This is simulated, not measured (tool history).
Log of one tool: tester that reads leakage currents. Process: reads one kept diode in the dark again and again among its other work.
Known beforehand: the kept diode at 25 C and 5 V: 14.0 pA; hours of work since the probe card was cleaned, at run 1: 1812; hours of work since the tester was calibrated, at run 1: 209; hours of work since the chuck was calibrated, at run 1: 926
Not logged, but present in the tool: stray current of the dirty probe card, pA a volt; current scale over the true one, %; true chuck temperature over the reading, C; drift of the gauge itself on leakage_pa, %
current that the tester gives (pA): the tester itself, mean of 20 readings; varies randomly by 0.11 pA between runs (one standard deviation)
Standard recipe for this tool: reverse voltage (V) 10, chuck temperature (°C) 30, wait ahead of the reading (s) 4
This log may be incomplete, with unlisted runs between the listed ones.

run,hour,reverse voltage (V),chuck temperature (°C),wait ahead of the reading (s),hours of work since the probe card was cleaned,hours of work since the tester was calibrated,hours of work since the chuck was calibrated,current that the tester gives (pA)
1,0,10,30,4,1812,209,926,45.73
2,58.4,10,30,4,1839,236,953,45.94
3,116.2,10,30,4,1866,263,979,45.77
4,154.1,10,30,1.56,1883,280,997,46.85
# hour 171.9: chuck's temperature calibrated
5,210.8,10,31,4,1909,306,18,46.72
6,274.3,10,30,0.64,1938,335,47,46.68
7,326.6,10,30,0.64,1962,359,72,46.82
8,362.7,10,30,0.64,1979,376,88,46.87
# hour 382.6: chuck's temperature calibrated, once more
9,393.7,10,30,4,1992,389,5,50.31
10,452.6,10,30,4,2020,417,32,50.86
11,502.1,10,30,4,2043,439,55,50.55
12,553,10,29,4,2066,463,79,48.24
13,614.1,10,29,4,2094,491,107,48.47
# hour 651: probe card cleaned and baked
14,670.6,10,29,4,9,516,132,29.97
15,702.1,10,26,4,24,531,146,23.48
16,758.2,10,26,4,50,557,172,23.6
17,819.2,4.2,30,4,78,585,201,19.41
18,876.8,10,30,0.38,104,611,227,37.7
19,921.7,10,30,0.38,125,632,248,37.7
20,963.3,10,30,0.38,144,651,267,37.92
21,994.5,2.5,31,0.6,159,666,282,16.16
22,1041,1.5,27,8.25,180,687,303,8.11
23,1072.3,4.3,35,2.23,195,702,318,29.75
24,1103.9,10,30,1.03,210,717,332,34.76
25,1147.8,9.9,56,3.85,230,737,353,234.55
26,1178,1,33,1.48,244,751,367,10.37
27,1240.6,1,33,1.48,273,780,396,10.38
28,1291.3,1,33,1.48,296,803,419,10.46
29,1353.9,12.1,24,1.87,325,832,448,25.47
30,1415.5,10.2,31,0.83,354,861,477,39.36
31,1455.3,6.9,43,2.7,372,879,495,72.57
32,1489.2,9.9,30,5.5,388,895,511,34.08
33,1533.6,9.9,52,0.94,408,915,531,176.39
34,1581.8,8.5,29,1.52,431,938,553,29.72
35,1622.9,3.6,24,3.28,450,957,572,11.39
36,1663.5,5.6,36,1.84,468,975,591,38.09
37,1712.9,10,41,4,491,998,614,79.05
38,1753.1,10,49,0.58,510,1017,633,143.62
39,1807.5,10,28,3.59,535,1042,658,30.75
40,1843.3,10,48,3.59,552,1059,674,131.23

For each entry between runs, how does the tool's hidden state at the last listed run before it compare with that at the first listed run after it?
Runs 4 to 5: chuck's temperature calibrated (hour 171.9)
  stray current of the dirty probe card, pA a volt: 1.689 -> 1.711; true chuck temperature over the reading, C: -1.47 -> -2.38
  the result without the hidden state subtracted from the measured one, current that the tester gives (pA): +12.89 -> +10.53
Runs 8 to 9: chuck's temperature calibrated, once more (hour 382.6)
  stray current of the dirty probe card, pA a volt: 1.774 -> 1.785; true chuck temperature over the reading, C: -2.48 -> -0.12
  the result without the hidden state subtracted from the measured one, current that the tester gives (pA): +11.32 -> +17.28
Runs 13 to 14: probe card cleaned and baked (hour 651)
  stray current of the dirty probe card, pA a volt: 1.877 -> 0.028; current scale over the true one, %: -0.06 -> -0.07; true chuck temperature over the reading, C: -0.25 -> -0.29
  the result without the hidden state subtracted from the measured one, current that the tester gives (pA): +17.9 -> -0.67

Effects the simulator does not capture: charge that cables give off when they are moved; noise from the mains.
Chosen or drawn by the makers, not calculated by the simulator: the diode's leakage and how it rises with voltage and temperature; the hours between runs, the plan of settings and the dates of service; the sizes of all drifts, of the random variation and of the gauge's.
